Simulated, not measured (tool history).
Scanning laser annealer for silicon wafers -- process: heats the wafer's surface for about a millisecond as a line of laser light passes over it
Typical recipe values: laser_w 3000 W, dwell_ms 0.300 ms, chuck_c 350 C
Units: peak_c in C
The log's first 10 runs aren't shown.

run	hour	laser_w	dwell_ms	chuck_c	peak_c
11	78.0	3000	0.300	350	1053
12	87.4	3000	0.300	350	1051
13	95.0	3000	0.300	350	1054
14	103.8	3000	0.300	314	1017
15	108.4	3000	0.300	314	1012
16	116.2	3000	0.300	314	1016
17	123.8	3000	0.301	314	1014
18	133.2	3000	0.301	314	1017

Expected results for the next run?
19	139.7	3000	0.300	350	?

peak_c: 1050 C
With the hidden condition absent and the run-to-run variation left alone, this run would have shown peak_c 1087 C.

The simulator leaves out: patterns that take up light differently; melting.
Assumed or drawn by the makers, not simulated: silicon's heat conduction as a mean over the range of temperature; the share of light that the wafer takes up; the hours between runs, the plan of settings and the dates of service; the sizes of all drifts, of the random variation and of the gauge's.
